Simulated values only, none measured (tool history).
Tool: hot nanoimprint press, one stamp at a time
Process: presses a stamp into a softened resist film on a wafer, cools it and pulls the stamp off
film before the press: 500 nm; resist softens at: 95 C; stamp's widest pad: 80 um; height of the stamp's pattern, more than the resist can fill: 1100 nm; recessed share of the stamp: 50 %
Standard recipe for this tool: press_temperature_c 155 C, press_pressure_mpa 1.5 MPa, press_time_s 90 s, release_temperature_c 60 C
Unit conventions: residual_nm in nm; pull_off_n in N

| run | hour | press_temperature_c | press_pressure_mpa | press_time_s | release_temperature_c | residual_nm | pull_off_n |
|---|---|---|---|---|---|---|---|
| 1 | 0 | 155 | 1.5 | 90 | 60 | 162 | 151 |
|  | 6.3 | plate thermocouple calibrated |
| 2 | 57.2 | 145 | 1.5 | 90 | 60 | 264.9 | 154 |
|  | 107.8 | stamp cleaned and given a new release coat |
| 3 | 141.8 | 145 | 1.5 | 61 | 60 | 301.5 | 136 |
| 4 | 210.1 | 145 | 1.5 | 61 | 60 | 301.6 | 139 |
| 5 | 284.3 | 155 | 1.5 | 90 | 53 | 174.2 | 157 |
| 6 | 343 | 160 | 1.5 | 90 | 53 | 141.7 | 164 |
|  | 420 | stamp cleaned and given a new release coat |
| 7 | 420 | 155 | 1.5 | 90 | 56 | 171.6 | 130 |
| 8 | 485.1 | 155 | 1.5 | 137 | 60 | 142 | 133 |
| 9 | 537.4 | 155 | 1.5 | 137 | 60 | 140.7 | 139 |
| 10 | 589.9 | 155 | 1.5 | 137 | 60 | 141 | 142 |
| 11 | 624.3 | 155 | 1.5 | 137 | 60 | 141.1 | 145 |
| 12 | 661.8 | 155 | 1.5 | 137 | 60 | 139.4 | 155 |
|  | 733.6 | stamp cleaned and given a new release coat |
| 13 | 740 | 155 | 1.5 | 90 | 60 | 167.2 | 131 |
| 14 | 796.5 | 155 | 1.5 | 90 | 60 | 165.4 | 134 |
| 15 | 847.7 | 155 | 1.5 | 90 | 60 | 166.3 | 138 |
| 16 | 908.1 | 155 | 1.5 | 90 | 60 | 165.9 | 146 |
|  | 950.1 | plate thermocouple calibrated |
| 17 | 950.1 | 155 | 1.5 | 90 | 60 | 179.7 | 143 |
| 18 | 1020.5 | 153 | 1.5 | 78 | 58 | 204.5 | 163 |
|  | 1051.7 | stamp cleaned and given a new release coat |
|  | 1086.5 | press's hydraulic seals changed and the load cell set to zero |
| 19 | 1112.4 | 155 | 0.91 | 90 | 51 | 215.5 | 141 |
| 20 | 1188.4 | 164 | 0.98 | 67 | 51 | 167.6 | 148 |
| 21 | 1222.4 | 164 | 0.98 | 67 | 51 | 168.3 | 146 |
| 22 | 1271.1 | 164 | 0.98 | 67 | 51 | 168.2 | 160 |
| 23 | 1336.9 | 164 | 0.98 | 67 | 49 | 167.6 | 166 |
|  | 1371.4 | stamp cleaned and given a new release coat |
| 24 | 1381.8 | 155 | 1.5 | 87 | 60 | 172.3 | 125 |
| 25 | 1415.6 | 143 | 1.5 | 104 | 60 | 254.6 | 136 |
| 26 | 1468.7 | 153 | 1.18 | 104 | 51 | 190.8 | 145 |
| 27 | 1544 | 153 | 1.18 | 104 | 51 | 188.1 | 156 |
| 28 | 1589.4 | 146 | 1.36 | 68 | 52 | 274.9 | 162 |
| 29 | 1642 | 163 | 1.31 | 128 | 56 | 108.7 | 160 |

Predict each of these 3 candidate next runs independently; none follows another, all start after run 29:
|  | 1684.3 | stamp cleaned and given a new release coat |
| A | 1704.3 | 162 | 1.31 | 91 | 53 | ? | ? |
|  | 1684.3 | stamp cleaned and given a new release coat |
| B | 1704.3 | 150 | 1.7 | 63 | 56 | ? | ? |
|  | 1684.3 | stamp cleaned and given a new release coat |
| C | 1704.3 | 155 | 1.51 | 90 | 60 | ? | ? |

| run | residual_nm | pull_off_n |
|---|---|---|
| A | 134.6 | 133 |
| B | 220.2 | 131 |
| C | 164.7 | 135 |
Take away the tool's hidden state, keep each run's random variation, and the runs would have read:
| run | residual_nm | pull_off_n |
|---|---|---|
| A | 144 | 133 |
| B | 235.9 | 131 |
| C | 177 | 135 |

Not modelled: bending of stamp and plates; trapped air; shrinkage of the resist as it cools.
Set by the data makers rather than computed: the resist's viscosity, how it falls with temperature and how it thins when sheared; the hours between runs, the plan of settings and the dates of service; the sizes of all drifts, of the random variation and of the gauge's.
